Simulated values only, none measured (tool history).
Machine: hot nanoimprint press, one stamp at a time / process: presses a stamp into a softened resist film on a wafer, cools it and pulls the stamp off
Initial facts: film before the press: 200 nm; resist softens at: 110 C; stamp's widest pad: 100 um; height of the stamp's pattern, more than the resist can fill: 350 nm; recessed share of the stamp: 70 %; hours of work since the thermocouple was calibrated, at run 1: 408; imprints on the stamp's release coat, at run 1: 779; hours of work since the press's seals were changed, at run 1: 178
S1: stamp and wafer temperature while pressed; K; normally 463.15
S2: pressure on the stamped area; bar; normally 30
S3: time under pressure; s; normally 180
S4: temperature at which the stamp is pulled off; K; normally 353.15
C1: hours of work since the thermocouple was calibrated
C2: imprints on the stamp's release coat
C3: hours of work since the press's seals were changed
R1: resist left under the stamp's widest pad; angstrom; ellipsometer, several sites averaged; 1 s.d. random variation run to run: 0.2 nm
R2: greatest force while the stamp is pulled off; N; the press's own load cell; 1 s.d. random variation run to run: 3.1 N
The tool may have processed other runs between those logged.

run	hour	S1	S2	S3	S4	C1	C2	C3	R1	R2
1	0	463.15	30	180	353.15	408	779	178	1084	269
2	31.4	463.15	30	180	353.15	426	907	196	1082	271
3	54.5	463.15	30	180	353.15	438	1001	209	1084	282
4	74.8	463.15	30	180	342.15	450	1083	220	1079	340
# hour 107.2: stamp cleaned and given a new release coat
5	114.8	463.15	30	180	342.15	469	32	239	1077	280
6	137.1	463.15	26.7	180	353.15	481	122	251	1135	230
7	167.2	470.15	33.7	199	340.15	498	245	268	796	301
8	191.4	470.15	33.7	199	340.15	511	343	282	798	305

What does the tool deliver on the next run?
9	219.3	452.15	33	180	353.15	527	456	297	?	?

Run 9 came out at R1 1391 angstrom, R2 254 N.
Take away the tool's hidden state, keep the run-to-run variation as it was, and the same run would have given R1 1446 angstrom, R2 238 N.
